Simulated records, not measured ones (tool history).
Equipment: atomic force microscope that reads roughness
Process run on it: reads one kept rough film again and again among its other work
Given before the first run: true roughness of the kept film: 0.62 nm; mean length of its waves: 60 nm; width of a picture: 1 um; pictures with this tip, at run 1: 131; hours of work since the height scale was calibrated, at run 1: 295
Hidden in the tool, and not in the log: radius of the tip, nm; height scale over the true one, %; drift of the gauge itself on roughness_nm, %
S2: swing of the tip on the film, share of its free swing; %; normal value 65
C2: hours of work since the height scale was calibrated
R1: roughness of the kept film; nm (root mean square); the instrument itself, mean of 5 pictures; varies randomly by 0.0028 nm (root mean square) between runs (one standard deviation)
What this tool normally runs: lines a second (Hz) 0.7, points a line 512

run 1 day=0 | lines_a_second_(Hz)=0.7 S2=65 points_a_line=512 | pictures_with_this_tip=131 C2=295 | R1=0.604
run 2 day=0.562 | lines_a_second_(Hz)=0.7 S2=65 points_a_line=512 | pictures_with_this_tip=144 C2=302 | R1=0.604
run 3 day=1.121 | lines_a_second_(Hz)=3.432 S2=65 points_a_line=512 | pictures_with_this_tip=157 C2=310 | R1=0.559
run 4 day=1.429 | lines_a_second_(Hz)=0.7 S2=65 points_a_line=512 | pictures_with_this_tip=164 C2=314 | R1=0.605
run 5 day=1.775 | lines_a_second_(Hz)=0.7 S2=81 points_a_line=512 | pictures_with_this_tip=172 C2=318 | R1=0.588
run 6 day=2.329 | lines_a_second_(Hz)=0.7 S2=81 points_a_line=512 | pictures_with_this_tip=184 C2=325 | R1=0.584
run 7 day=2.967 | lines_a_second_(Hz)=0.7 S2=81 points_a_line=512 | pictures_with_this_tip=199 C2=334 | R1=0.588

Forecast run 8:
run 8 day=3.296 | lines_a_second_(Hz)=2.259 S2=57 points_a_line=719 | pictures_with_this_tip=206 C2=338 | R1=?

For run 8 the tool returned R1 0.588 nm (root mean square).
Without the tool's hidden state the same run would have given R1 0.59 nm (root mean square).

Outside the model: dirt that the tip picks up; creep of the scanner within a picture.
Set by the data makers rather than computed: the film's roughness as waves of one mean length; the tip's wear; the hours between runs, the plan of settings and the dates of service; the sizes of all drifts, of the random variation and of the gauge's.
